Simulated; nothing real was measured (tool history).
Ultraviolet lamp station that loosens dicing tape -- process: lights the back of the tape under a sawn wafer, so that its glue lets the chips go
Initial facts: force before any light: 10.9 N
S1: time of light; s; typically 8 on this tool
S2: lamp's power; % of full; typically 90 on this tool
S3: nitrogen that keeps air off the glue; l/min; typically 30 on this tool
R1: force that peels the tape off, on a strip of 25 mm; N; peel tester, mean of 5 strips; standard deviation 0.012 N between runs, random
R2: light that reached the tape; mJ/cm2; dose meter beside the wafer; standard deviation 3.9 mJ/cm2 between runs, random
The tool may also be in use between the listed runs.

| run | day | S1 | S2 | S3 | R1 | R2 |
|---|---|---|---|---|---|---|
| 1 | 0 | 8 | 90 | 30 | 0.68 | 578 |
| 2 | 2 | 8 | 90 | 30 | 0.729 | 569 |
| 3 | 3.154 | 8 | 90 | 30 | 0.739 | 565 |
|  | 3.475 | window cleaned of glue's vapour |
| 4 | 5.704 | 8 | 90 | 30 | 0.736 | 576 |
| 5 | 8.029 | 8 | 90 | 10 | 1.94 | 568 |
| 6 | 10.488 | 8 | 90 | 30 | 0.781 | 563 |
| 7 | 12.633 | 8 | 90 | 30 | 0.825 | 553 |
| 8 | 14.317 | 8 | 90 | 30 | 0.804 | 553 |
| 9 | 15.612 | 8 | 90 | 30 | 0.811 | 540 |
| 10 | 16.808 | 8 | 90 | 30 | 0.874 | 534 |
|  | 18.454 | window cleaned of glue's vapour |
| 11 | 19.121 | 8 | 61 | 14 | 2.822 | 371 |
| 12 | 20.6 | 14 | 92 | 16 | 0.401 | 984 |
| 13 | 21.858 | 6 | 66 | 30 | 2.503 | 300 |
| 14 | 23.296 | 6 | 97 | 30 | 1.302 | 435 |
| 15 | 25.646 | 8 | 67 | 21 | 2.04 | 397 |

Run 16 is up next; what results do you expect?
| 16 | 27.267 | 8 | 96 | 14 | ? | ? |

R1: 1.563 N
R2: 556 mJ/cm2
Had the tool carried no hidden state, the very same run would have given R1 0.946 N, R2 719 mJ/cm2.
